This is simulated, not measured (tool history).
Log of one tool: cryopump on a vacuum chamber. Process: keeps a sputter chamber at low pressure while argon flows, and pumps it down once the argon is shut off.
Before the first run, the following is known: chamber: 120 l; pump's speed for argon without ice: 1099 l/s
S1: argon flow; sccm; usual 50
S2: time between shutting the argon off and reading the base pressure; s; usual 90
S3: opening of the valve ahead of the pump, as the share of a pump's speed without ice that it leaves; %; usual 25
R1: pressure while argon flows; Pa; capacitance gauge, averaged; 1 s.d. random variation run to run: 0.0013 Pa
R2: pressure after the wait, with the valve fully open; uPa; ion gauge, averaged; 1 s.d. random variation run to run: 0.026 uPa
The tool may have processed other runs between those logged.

| run | hour | S1 | S2 | S3 | R1 | R2 |
|---|---|---|---|---|---|---|
| 1 | 0.0 | 50 | 90 | 25 | 0.3225 | 2.62 |
| 2 | 75.0 | 50 | 90 | 25 | 0.3239 | 2.61 |
| 3 | 141.7 | 50 | 90 | 25 | 0.3256 | 2.78 |
| 4 | 232.2 | 50 | 90 | 25 | 0.3277 | 2.85 |
| 5 | 280.5 | 50 | 90 | 25 | 0.3290 | 2.93 |
|  | 312.8 | pump warmed up, emptied and cooled again |
| 6 | 376.9 | 50 | 90 | 25 | 0.3128 | 2.56 |
| 7 | 419.9 | 32 | 90 | 25 | 0.2000 | 2.59 |
| 8 | 505.6 | 32 | 90 | 25 | 0.2023 | 2.68 |
| 9 | 579.7 | 50 | 90 | 22 | 0.3570 | 2.78 |
| 10 | 645.6 | 46 | 172 | 20 | 0.3648 | 2.48 |
| 11 | 686.4 | 21 | 21 | 20 | 0.1651 | 5.59 |
| 12 | 749.9 | 50 | 90 | 31 | 0.2613 | 3.00 |
| 13 | 801.6 | 50 | 90 | 31 | 0.2638 | 3.03 |
| 14 | 864.3 | 87 | 259 | 25 | 0.5610 | 2.58 |
| 15 | 914.8 | 46 | 90 | 17 | 0.4316 | 3.14 |
| 16 | 982.3 | 51 | 90 | 25 | 0.3308 | 3.21 |
| 17 | 1032.3 | 51 | 90 | 25 | 0.3328 | 3.32 |
| 18 | 1108.1 | 51 | 90 | 25 | 0.3339 | 3.42 |

Branching from run 18: 3 alternative next runs. What would each branch give?
|  | 1206.9 | pump warmed up, emptied and cooled again |
| A | 1206.9 | 50 | 90 | 25 | ? | ? |
|  | 1206.9 | pump warmed up, emptied and cooled again |
| B | 1206.9 | 24 | 90 | 25 | ? | ? |
|  | 1206.9 | pump warmed up, emptied and cooled again |
| C | 1206.9 | 25 | 24 | 51 | ? | ? |

| run | R1 | R2 |
|---|---|---|
| A | 0.3129 | 2.93 |
| B | 0.1500 | 2.97 |
| C | 0.0770 | 5.11 |
Stripped of hidden state, with their random variation kept, the same runs would have yielded:
| run | R1 | R2 |
|---|---|---|
| A | 0.3100 | 1.07 |
| B | 0.1486 | 1.09 |
| C | 0.0755 | 3.26 |

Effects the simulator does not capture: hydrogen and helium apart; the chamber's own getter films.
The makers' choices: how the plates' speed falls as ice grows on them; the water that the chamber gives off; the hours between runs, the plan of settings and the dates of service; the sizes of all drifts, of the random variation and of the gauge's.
